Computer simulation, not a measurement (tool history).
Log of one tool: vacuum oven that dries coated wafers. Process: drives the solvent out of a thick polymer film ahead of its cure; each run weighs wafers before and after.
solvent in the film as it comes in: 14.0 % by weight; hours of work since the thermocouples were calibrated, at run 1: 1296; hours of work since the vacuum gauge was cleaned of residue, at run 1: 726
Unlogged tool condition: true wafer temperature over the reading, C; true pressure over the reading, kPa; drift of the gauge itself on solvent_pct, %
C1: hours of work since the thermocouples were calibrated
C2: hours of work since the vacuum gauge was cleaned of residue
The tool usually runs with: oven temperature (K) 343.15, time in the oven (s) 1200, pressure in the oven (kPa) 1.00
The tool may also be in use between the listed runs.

{"run": 1, "hour": 0.0, "oven temperature (K)": 343.15, "time in the oven (s)": 1200, "pressure in the oven (kPa)": 1.0, "C1": 1296, "C2": 726, "solvent left in the film (%)": 1.36}
{"run": 2, "hour": 41.0, "oven temperature (K)": 343.15, "time in the oven (s)": 1200, "pressure in the oven (kPa)": 1.0, "C1": 1315, "C2": 745, "solvent left in the film (%)": 1.36}
{"run": 3, "hour": 75.2, "oven temperature (K)": 343.15, "time in the oven (s)": 1200, "pressure in the oven (kPa)": 1.0, "C1": 1331, "C2": 761, "solvent left in the film (%)": 1.32}
{"run": 4, "hour": 97.5, "oven temperature (K)": 343.15, "time in the oven (s)": 1200, "pressure in the oven (kPa)": 1.0, "C1": 1342, "C2": 771, "solvent left in the film (%)": 1.39}
{"run": 5, "hour": 118.2, "oven temperature (K)": 343.15, "time in the oven (s)": 1200, "pressure in the oven (kPa)": 1.14, "C1": 1351, "C2": 781, "solvent left in the film (%)": 1.37}
{"run": 6, "hour": 145.0, "oven temperature (K)": 343.15, "time in the oven (s)": 1200, "pressure in the oven (kPa)": 1.14, "C1": 1364, "C2": 794, "solvent left in the film (%)": 1.44}
{"run": 7, "hour": 186.2, "oven temperature (K)": 333.15, "time in the oven (s)": 1200, "pressure in the oven (kPa)": 0.99, "C1": 1383, "C2": 813, "solvent left in the film (%)": 3.35}
{"run": 8, "hour": 220.0, "oven temperature (K)": 337.15, "time in the oven (s)": 720, "pressure in the oven (kPa)": 0.99, "C1": 1399, "C2": 829, "solvent left in the film (%)": 4.39}
{"run": 9, "hour": 251.3, "oven temperature (K)": 337.15, "time in the oven (s)": 720, "pressure in the oven (kPa)": 0.99, "C1": 1413, "C2": 843, "solvent left in the film (%)": 4.34}
{"run": 10, "hour": 281.3, "oven temperature (K)": 344.15, "time in the oven (s)": 960, "pressure in the oven (kPa)": 2.84, "C1": 1427, "C2": 857, "solvent left in the film (%)": 2.29}
{"run": 11, "hour": 320.0, "oven temperature (K)": 344.15, "time in the oven (s)": 960, "pressure in the oven (kPa)": 3.42, "C1": 1445, "C2": 875, "solvent left in the film (%)": 2.42}

Had the tool no unlogged condition, and each run kept its random variation, what would the results have been?
run=1 solvent_left_in_the_film_(%)=0.95
run=2 solvent_left_in_the_film_(%)=0.94
run=3 solvent_left_in_the_film_(%)=0.88
run=4 solvent_left_in_the_film_(%)=0.95
run=5 solvent_left_in_the_film_(%)=0.92
run=6 solvent_left_in_the_film_(%)=0.99
run=7 solvent_left_in_the_film_(%)=2.56
run=8 solvent_left_in_the_film_(%)=3.60
run=9 solvent_left_in_the_film_(%)=3.55
run=10 solvent_left_in_the_film_(%)=1.70
run=11 solvent_left_in_the_film_(%)=1.80
